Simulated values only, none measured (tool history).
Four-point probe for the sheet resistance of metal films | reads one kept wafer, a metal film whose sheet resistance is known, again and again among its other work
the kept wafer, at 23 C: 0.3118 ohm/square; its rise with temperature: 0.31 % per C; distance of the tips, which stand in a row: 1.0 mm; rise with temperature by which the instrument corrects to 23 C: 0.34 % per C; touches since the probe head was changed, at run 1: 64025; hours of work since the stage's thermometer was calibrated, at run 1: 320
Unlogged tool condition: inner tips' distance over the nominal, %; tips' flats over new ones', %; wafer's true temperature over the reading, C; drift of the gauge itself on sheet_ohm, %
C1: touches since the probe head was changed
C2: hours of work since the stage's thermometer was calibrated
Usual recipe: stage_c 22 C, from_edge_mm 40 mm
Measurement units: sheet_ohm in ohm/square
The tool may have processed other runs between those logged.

Run 1, hour 0.0: usual settings; C1 64025; C2 320. Result: sheet_ohm 0.312061 ohm/square.
Run 2, hour 53.7: usual settings but from_edge_mm 32 mm; C1 65934; C2 344. Result: sheet_ohm 0.312127 ohm/square.
Run 3, hour 103.2: usual settings; C1 67692; C2 366. Result: sheet_ohm 0.311927 ohm/square.
Run 4, hour 140.9: usual settings; C1 69032; C2 383. Result: sheet_ohm 0.312030 ohm/square.
Run 5, hour 200.2: usual settings; C1 71141; C2 410. Result: sheet_ohm 0.311921 ohm/square.
Run 6, hour 259.7: usual settings; C1 73254; C2 436. Result: sheet_ohm 0.311983 ohm/square.
Run 7, hour 338.4: usual settings but stage_c 20 C; C1 76050; C2 472. Result: sheet_ohm 0.312157 ohm/square.
At hour 357.0: new probe head fitted.
Run 8, hour 381.4: usual settings; C1 867; C2 491. Result: sheet_ohm 0.311924 ohm/square.
Run 9, hour 458.0: usual settings; C1 3589; C2 525. Result: sheet_ohm 0.312084 ohm/square.
Run 10, hour 493.0: usual settings; C1 4834; C2 541. Result: sheet_ohm 0.312134 ohm/square.
Run 11, hour 549.1: usual settings but stage_c 25 C, from_edge_mm 8 mm; C1 6826; C2 566. Result: sheet_ohm 0.314182 ohm/square.
Run 12, hour 600.7: usual settings but stage_c 20 C, from_edge_mm 70 mm; C1 8661; C2 589. Result: sheet_ohm 0.312016 ohm/square.
Run 13, hour 679.4: usual settings but stage_c 20 C, from_edge_mm 70 mm; C1 11460; C2 625. Result: sheet_ohm 0.311974 ohm/square.

Estimate the outcome of run 14 from the log above:
Run 14, hour 758.2: usual settings but stage_c 20 C, from_edge_mm 8 mm; C1 14257; C2 660. Result: sheet_ohm ?.

sheet_ohm: 0.314774 ohm/square
With no hidden state in the tool, this same run would have given sheet_ohm 0.314774 ohm/square.
